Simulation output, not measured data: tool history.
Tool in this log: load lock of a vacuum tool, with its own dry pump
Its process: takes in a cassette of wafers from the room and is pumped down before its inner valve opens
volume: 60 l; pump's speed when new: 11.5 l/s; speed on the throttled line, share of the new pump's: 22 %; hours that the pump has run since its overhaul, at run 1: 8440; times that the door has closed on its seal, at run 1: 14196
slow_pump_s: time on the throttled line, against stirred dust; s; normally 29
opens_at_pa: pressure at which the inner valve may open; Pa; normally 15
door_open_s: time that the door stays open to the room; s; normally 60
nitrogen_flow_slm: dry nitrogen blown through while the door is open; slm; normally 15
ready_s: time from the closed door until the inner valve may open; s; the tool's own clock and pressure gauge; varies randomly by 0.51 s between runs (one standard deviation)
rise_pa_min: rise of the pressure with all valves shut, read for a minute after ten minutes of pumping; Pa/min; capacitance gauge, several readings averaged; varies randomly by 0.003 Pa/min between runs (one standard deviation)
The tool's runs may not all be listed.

run	hour	slow_pump_s	opens_at_pa	door_open_s	nitrogen_flow_slm	hours that the pump has run since its overhaul	times that the door has closed on its seal	incoming humidity of the room's air, %	ready_s	rise_pa_min
1	0.0	29	15	60	15	8440	14196	44.5	71.4	0.103
2	470.5	29	15	60	6	8910	15128	46.2	70.2	0.118
3	939.5	47	15	60	6	9379	16058	45.1	84.9	0.127
4	1200.2	47	15	60	20	9640	16574	46.0	85.9	0.113
5	1634.2	47	15	60	20	10074	17434	45.3	84.5	0.112
6	1870.8	47	15	60	20	10311	17903	45.8	85.2	0.114
7	2309.5	47	15	60	20	10749	18772	46.5	85.8	0.125
8	2761.7	29	15	60	10	11202	19668	48.6	72.0	0.143
9	3095.9	17	15	230	6	11536	20330	46.8	62.6	0.187
10	3345.5	29	26	57	15	11785	20825	44.8	68.9	0.142
11	3577.9	29	26	57	15	12018	21285	43.4	69.3	0.136
12	4029.9	29	26	57	15	12470	22181	46.6	69.4	0.155
13	4327.0	29	26	57	15	12767	22770	45.4	69.4	0.158

For some of the steps in ready_s from one run to the next: how much would appear even if the tool had no hidden state, given the settings, what came in and random variation, and how much remains for the hidden state plus any gauge scatter that the measured result and the result without hidden state don't share?
Unlogged tool condition in this case: pump's speed, % of a new pump's; leak at the door's seal, Pa l/s; drift of the gauge itself on ready_s, %; drift of the gauge itself on rise_pa_min, %.
Run 2 -> 3: slow_pump_s 29 -> 47. ready_s +14.7 s: hidden state -0.2, all else +14.9.
Run 9 -> 10: slow_pump_s 17 -> 29, opens_at_pa 15 -> 26, door_open_s 230 -> 57, nitrogen_flow_slm 6 -> 15. ready_s +6.3 s: hidden state -0.5, all else +6.8.

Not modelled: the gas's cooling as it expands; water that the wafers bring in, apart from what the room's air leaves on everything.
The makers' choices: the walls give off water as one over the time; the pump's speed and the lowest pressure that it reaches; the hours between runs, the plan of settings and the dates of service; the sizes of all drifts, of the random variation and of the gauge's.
